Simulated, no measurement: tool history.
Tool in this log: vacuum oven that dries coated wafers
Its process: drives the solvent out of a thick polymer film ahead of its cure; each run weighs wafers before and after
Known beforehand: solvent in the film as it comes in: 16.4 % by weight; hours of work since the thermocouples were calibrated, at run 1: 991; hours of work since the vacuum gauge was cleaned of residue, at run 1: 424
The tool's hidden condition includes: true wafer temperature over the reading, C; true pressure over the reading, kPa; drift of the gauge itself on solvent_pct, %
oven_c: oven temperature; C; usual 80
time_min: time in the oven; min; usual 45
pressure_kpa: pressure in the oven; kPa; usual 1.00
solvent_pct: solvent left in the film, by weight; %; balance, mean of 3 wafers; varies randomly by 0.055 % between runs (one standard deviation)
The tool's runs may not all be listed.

run,hour,oven_c,time_min,pressure_kpa,hours of work since the thermocouples were calibrated,hours of work since the vacuum gauge was cleaned of residue,solvent_pct
1,0.0,80,45,1.00,991,424,2.80
# hour 9.1: oven's thermocouples calibrated
2,29.1,80,68,1.00,12,441,1.97
3,48.1,80,68,1.00,24,452,1.87
4,77.3,94,45,1.00,41,470,1.07
5,102.7,94,45,1.00,57,485,1.03
6,128.8,80,45,1.00,72,501,2.52
7,150.4,80,45,1.00,85,514,2.54
8,166.4,80,45,1.00,95,524,2.34
9,184.2,80,45,1.00,106,534,2.51
10,206.4,80,40,1.00,119,548,2.75
11,227.7,80,45,1.00,132,561,2.64
12,253.0,80,45,1.00,147,576,2.60
13,276.5,80,45,1.00,162,590,2.59
14,298.7,80,45,1.00,175,603,2.59
15,312.6,76,45,1.00,183,612,3.52
16,345.6,76,45,1.00,203,632,3.45
17,360.3,76,26,1.00,212,641,5.58
18,389.9,80,45,2.71,230,659,5.16
19,421.3,80,45,1.00,249,678,2.71
20,453.6,83,45,1.00,269,697,2.28
21,472.7,83,45,0.62,280,709,1.63
22,501.6,83,45,0.62,298,726,1.56
23,517.1,83,41,0.62,307,735,1.81
24,531.6,83,41,0.62,316,744,1.79
25,559.0,83,41,0.62,332,761,1.80
26,574.7,70,41,0.66,342,770,5.20
27,599.6,92,49,1.12,357,785,1.36
28,621.7,92,49,1.12,370,799,1.33
29,643.8,68,77,2.99,384,812,9.17
30,671.0,82,57,1.74,400,828,3.13
31,691.2,95,30,1.74,412,841,1.92
32,720.2,80,37,0.81,430,858,3.12
33,745.5,80,37,0.81,445,873,3.03
34,770.4,80,31,2.81,460,888,6.44
35,796.6,90,53,1.00,476,904,1.35

Forecast run 36:
36,822.5,75,46,2.65,491,920,?

solvent_pct: 6.76 %
If the tool had no hidden condition, the same run with the same run-to-run variation would have returned solvent_pct 6.01 %.
